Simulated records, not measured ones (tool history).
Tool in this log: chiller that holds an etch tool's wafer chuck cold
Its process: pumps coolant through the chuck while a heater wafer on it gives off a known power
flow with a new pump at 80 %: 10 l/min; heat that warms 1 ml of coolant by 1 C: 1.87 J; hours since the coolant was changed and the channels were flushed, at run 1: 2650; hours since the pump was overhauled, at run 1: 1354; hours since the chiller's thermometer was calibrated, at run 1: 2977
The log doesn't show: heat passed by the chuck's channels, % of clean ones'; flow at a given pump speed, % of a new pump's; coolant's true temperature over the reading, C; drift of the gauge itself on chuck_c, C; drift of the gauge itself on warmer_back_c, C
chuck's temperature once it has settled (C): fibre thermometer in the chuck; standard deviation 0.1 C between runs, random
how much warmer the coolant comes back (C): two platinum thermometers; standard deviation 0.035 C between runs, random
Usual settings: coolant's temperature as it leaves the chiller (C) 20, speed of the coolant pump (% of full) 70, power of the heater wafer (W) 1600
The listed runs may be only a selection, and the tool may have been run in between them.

run	hour	coolant's temperature as it leaves the chiller (C)	speed of the coolant pump (% of full)	power of the heater wafer (W)	hours since the coolant was changed and the channels were flushed	hours since the pump was overhauled	hours since the chiller's thermometer was calibrated	chuck's temperature once it has settled (C)	how much warmer the coolant comes back (C)
1	0.0	20	70	1600	2650	1354	2977	41.7	5.97
# hour 10.3: chiller's thermometer calibrated
2	19.9	20	70	1600	2669	1373	10	41.8	6.01
3	39.2	20	70	858	2688	1393	29	31.5	3.26
4	65.9	20	70	858	2715	1419	56	31.7	3.24
5	105.0	20	70	858	2754	1459	95	31.7	3.24
6	124.8	20	70	1600	2774	1478	114	41.9	6.03
7	155.8	20	70	1600	2805	1509	145	41.9	6.02
8	186.8	20	70	1600	2836	1540	176	41.8	6.08
9	206.3	20	87	1600	2855	1560	196	37.8	4.75
10	235.1	20	87	1600	2884	1589	225	37.7	4.75
11	272.6	20	87	1025	2921	1626	262	31.2	3.06
12	306.2	20	87	1600	2955	1660	296	37.8	4.80
13	336.4	20	87	1600	2985	1690	326	37.8	4.74
14	358.4	20	87	2314	3007	1712	348	45.9	6.88
15	384.6	20	87	2314	3033	1738	374	45.8	6.90
16	401.7	20	87	2314	3051	1755	391	45.9	6.91
17	434.1	20	61	1962	3083	1788	424	51.0	8.55
18	453.8	17	61	1962	3103	1807	443	48.0	8.54
19	494.0	17	61	1962	3143	1847	484	48.1	8.66
20	521.8	30	78	1600	3171	1875	511	49.9	5.39
21	559.3	15	84	1850	3208	1913	549	36.4	5.68
22	581.9	12	84	1499	3231	1935	572	29.4	4.63
23	609.0	20	93	1829	3258	1962	599	39.1	5.12
24	637.5	20	93	1829	3286	1991	627	39.2	5.06
25	667.3	20	93	1829	3316	2021	657	39.2	5.07
26	692.0	23	70	1521	3341	2045	682	44.1	5.76
27	715.3	21	70	1600	3364	2069	705	43.1	6.13
28	744.6	22	62	1109	3393	2098	734	39.3	4.78
29	776.9	20	76	1184	3426	2130	767	35.2	4.15
30	802.8	20	70	1145	3452	2156	792	35.9	4.40
31	827.9	13	86	885	3477	2181	818	22.9	2.72

3 options for the next run, each taken on its own from the tool as it stands now. Forecast them:
A	853.2	13	86	1859	3502	2207	843	?	?
B	853.2	12	64	1392	3502	2207	843	?	?
C	853.2	30	86	1372	3502	2207	843	?	?

run	chuck's temperature once it has settled (C)	how much warmer the coolant comes back (C)
A	34.2	5.66
B	33.2	5.76
C	45.5	4.21
The same runs, with their run-to-run variation unchanged, on a tool lacking any hidden condition would have given:
run	chuck's temperature once it has settled (C)	how much warmer the coolant comes back (C)
A	32.4	5.56
B	31.4	5.66
C	44.3	4.14

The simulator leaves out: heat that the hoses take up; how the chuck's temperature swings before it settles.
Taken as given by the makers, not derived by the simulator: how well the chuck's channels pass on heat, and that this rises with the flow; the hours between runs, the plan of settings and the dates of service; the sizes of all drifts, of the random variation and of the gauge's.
